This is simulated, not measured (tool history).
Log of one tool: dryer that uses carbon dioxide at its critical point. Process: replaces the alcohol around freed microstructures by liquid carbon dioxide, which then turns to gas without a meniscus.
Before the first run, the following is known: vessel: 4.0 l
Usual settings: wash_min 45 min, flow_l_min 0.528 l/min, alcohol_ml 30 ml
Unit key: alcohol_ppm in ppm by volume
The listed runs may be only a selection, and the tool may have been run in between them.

run,day,wash_min,flow_l_min,alcohol_ml,alcohol_ppm
1,0.000,45,0.528,30,114
2,1.408,45,0.528,30,148
3,2.217,45,0.528,30,137
4,3.496,45,0.528,30,161
# day 3.758: inlet filter changed
5,5.204,45,0.528,30,142
6,6.638,45,0.528,30,149
7,8.425,45,0.528,30,169
8,10.054,45,0.566,30,176
9,11.754,45,0.566,30,185
10,13.458,45,0.600,57,220
11,15.283,45,0.600,57,229
12,16.675,71,0.686,25,213
13,18.308,53,0.628,70,233
14,19.746,53,0.628,70,247
15,21.529,53,0.628,70,254

Below are 4 alternative next runs, each starting from the tool's condition after run 15. Predict each:
A,22.867,49,0.528,30,?
B,22.867,53,0.870,70,?
C,22.867,62,0.589,60,?
D,22.867,46,0.489,70,?

run,alcohol_ppm
A,291
B,263
C,264
D,388
Without the tool's hidden state the same runs would have given:
run,alcohol_ppm
A,25
B,7
C,13
D,85
